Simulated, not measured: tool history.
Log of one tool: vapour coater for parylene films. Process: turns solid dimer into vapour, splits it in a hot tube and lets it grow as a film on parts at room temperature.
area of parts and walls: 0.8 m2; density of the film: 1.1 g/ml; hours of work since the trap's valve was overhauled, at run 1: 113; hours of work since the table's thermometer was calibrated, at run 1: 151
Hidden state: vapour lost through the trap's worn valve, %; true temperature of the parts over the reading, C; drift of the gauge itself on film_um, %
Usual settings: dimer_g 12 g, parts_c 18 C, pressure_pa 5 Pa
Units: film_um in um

run,day,dimer_g,parts_c,pressure_pa,hours of work since the trap's valve was overhauled,hours of work since the table's thermometer was calibrated,film_um
1,0.000,12,18,5,113,151,9.45
2,0.338,12,18,5,117,155,9.44
3,0.746,12,18,5,122,160,9.47
4,1.083,12,18,5,126,164,9.40
5,1.725,12,18,5,133,172,9.44
6,2.104,12,18,5,138,176,9.50
# day 2.179: table's thermometer calibrated
7,2.746,7,18,5,145,7,5.48
8,3.408,12,17,5,153,15,9.62

Forecast run 9:
9,3.788,12,17,5,158,19,?

Run 9 gave film_um 9.66 um.
Without the tool's hidden state the same run would have given film_um 9.97 um.

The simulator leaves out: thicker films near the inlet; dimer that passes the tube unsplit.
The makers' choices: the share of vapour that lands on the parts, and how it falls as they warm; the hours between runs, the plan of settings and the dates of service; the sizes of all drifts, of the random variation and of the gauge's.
